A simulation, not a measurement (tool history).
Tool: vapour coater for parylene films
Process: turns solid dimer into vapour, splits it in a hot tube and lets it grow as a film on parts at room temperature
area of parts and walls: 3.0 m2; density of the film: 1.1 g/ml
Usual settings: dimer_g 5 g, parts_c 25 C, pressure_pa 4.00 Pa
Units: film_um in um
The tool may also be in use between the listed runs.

run,hour,dimer_g,parts_c,pressure_pa,film_um
1,0.0,5,25,4.00,0.888
2,38.4,5,25,4.00,0.903
3,79.9,5,25,4.00,0.892
4,100.4,6,25,4.00,1.071
5,142.3,6,25,4.00,1.061
6,182.1,6,25,4.00,1.061
7,211.8,6,25,4.00,1.073
8,236.8,4,25,4.00,0.714
9,257.1,5,25,4.00,0.888
# hour 263.9: trap's valve overhauled
10,301.9,5,25,4.00,0.894
11,337.7,5,25,4.00,0.895
12,367.7,5,32,4.00,0.652
13,409.7,4,25,4.00,0.727
14,440.5,4,25,4.00,0.714
15,474.3,4,25,4.00,0.723
16,512.8,4,25,4.00,0.734
17,549.7,4,25,4.00,0.730
18,579.7,4,25,4.00,0.725
19,618.1,4,30,4.00,0.580
20,642.8,5,18,4.00,1.242
21,687.3,5,18,4.00,1.239
22,730.3,5,18,4.00,1.236
23,772.7,5,18,4.00,1.241
# hour 780.8: trap's valve overhauled
24,809.5,5,18,4.00,1.251
25,847.4,5,33,6.32,0.576
26,871.5,5,33,6.32,0.567
27,900.1,5,33,6.32,0.587
28,943.8,5,29,5.80,0.715
29,982.3,5,29,5.80,0.708
# hour 1009.5: gauge calibrated
30,1018.4,8,28,4.00,1.237
31,1043.9,8,25,2.49,1.574
32,1070.1,5,25,7.65,0.777
33,1099.5,5,28,4.40,0.765
34,1129.1,5,28,4.40,0.761
35,1158.5,5,28,4.40,0.757

The next listed run, before its measurement:
36,1189.6,5,28,5.49,?

{"run 36": {"film_um": 0.741}}
Without the tool's hidden state the same run would have given film_um 0.738 um.
